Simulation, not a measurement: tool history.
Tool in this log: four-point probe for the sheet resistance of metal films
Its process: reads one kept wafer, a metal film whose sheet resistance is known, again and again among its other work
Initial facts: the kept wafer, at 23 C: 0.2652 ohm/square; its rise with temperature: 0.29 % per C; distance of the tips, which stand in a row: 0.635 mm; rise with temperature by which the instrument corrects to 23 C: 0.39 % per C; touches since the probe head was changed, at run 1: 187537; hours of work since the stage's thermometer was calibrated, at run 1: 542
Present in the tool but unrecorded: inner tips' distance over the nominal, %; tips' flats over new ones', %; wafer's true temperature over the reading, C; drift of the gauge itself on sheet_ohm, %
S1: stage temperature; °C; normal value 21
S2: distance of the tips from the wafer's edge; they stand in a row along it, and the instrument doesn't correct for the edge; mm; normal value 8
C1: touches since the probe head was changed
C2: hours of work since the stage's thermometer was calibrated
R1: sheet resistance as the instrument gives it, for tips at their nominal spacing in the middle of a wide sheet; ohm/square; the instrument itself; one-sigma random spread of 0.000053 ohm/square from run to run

run 1 hour=0 | S1=21 S2=8 | C1=187537 C2=542 | R1=0.266692
run 2 hour=113 | S1=21 S2=8 | C1=194897 C2=626 | R1=0.266557
run 3 hour=173 | S1=21 S2=8 | C1=198803 C2=671 | R1=0.266646
run 4 hour=249.4 | S1=21 S2=8 | C1=203780 C2=728 | R1=0.266469
run 5 hour=338.7 | S1=21 S2=8 | C1=209599 C2=794 | R1=0.266671
run 6 hour=431.6 | S1=21 S2=8 | C1=215646 C2=863 | R1=0.266643
-- hour=490 new probe head fitted
run 7 hour=517 | S1=21 S2=8 | C1=1758 C2=926 | R1=0.266582
run 8 hour=630.5 | S1=21 S2=8 | C1=9154 C2=1011 | R1=0.266681
run 9 hour=685.3 | S1=21 S2=8 | C1=12720 C2=1051 | R1=0.266628
run 10 hour=764.8 | S1=21 S2=4 | C1=17900 C2=1110 | R1=0.269388
run 11 hour=818.6 | S1=21 S2=8 | C1=21407 C2=1150 | R1=0.266631
run 12 hour=931.9 | S1=21 S2=8 | C1=28785 C2=1235 | R1=0.266643
run 13 hour=1002.7 | S1=21 S2=8 | C1=33394 C2=1287 | R1=0.266634
run 14 hour=1082.5 | S1=26 S2=34 | C1=38594 C2=1347 | R1=0.264411
run 15 hour=1145.2 | S1=26 S2=34 | C1=42676 C2=1393 | R1=0.264472
run 16 hour=1246.2 | S1=34 S2=6 | C1=49255 C2=1468 | R1=0.263936
run 17 hour=1353.9 | S1=20 S2=58 | C1=56274 C2=1549 | R1=0.265983
run 18 hour=1450 | S1=31 S2=39 | C1=62530 C2=1620 | R1=0.263194
run 19 hour=1498.2 | S1=31 S2=39 | C1=65671 C2=1656 | R1=0.263093
run 20 hour=1607.4 | S1=31 S2=39 | C1=72783 C2=1737 | R1=0.263205
run 21 hour=1662.3 | S1=31 S2=39 | C1=76357 C2=1778 | R1=0.26324
run 22 hour=1714.4 | S1=32 S2=3 | C1=79754 C2=1817 | R1=0.269107
run 23 hour=1795.8 | S1=32 S2=3 | C1=85057 C2=1877 | R1=0.269036
run 24 hour=1877 | S1=32 S2=3 | C1=90343 C2=1938 | R1=0.269116
run 25 hour=1951.2 | S1=32 S2=3 | C1=95179 C2=1993 | R1=0.269061

Forecast each of these 3 alternatives for the next run:
-- hour=1979.5 stage's thermometer calibrated
run A hour=2065.4 | S1=29 S2=4 | C1=102580 C2=64 | R1=?
-- hour=1979.5 stage's thermometer calibrated
run B hour=2065.4 | S1=23 S2=9 | C1=102580 C2=64 | R1=?
-- hour=1979.5 stage's thermometer calibrated
run C hour=2065.4 | S1=19 S2=18 | C1=102580 C2=64 | R1=?

run=A R1=0.267213
run=B R1=0.265897
run=C R1=0.266357
The same runs, with their run-to-run variation unchanged, on a tool lacking any hidden condition would have given:
run=A R1=0.267222
run=B R1=0.265906
run=C R1=0.266366

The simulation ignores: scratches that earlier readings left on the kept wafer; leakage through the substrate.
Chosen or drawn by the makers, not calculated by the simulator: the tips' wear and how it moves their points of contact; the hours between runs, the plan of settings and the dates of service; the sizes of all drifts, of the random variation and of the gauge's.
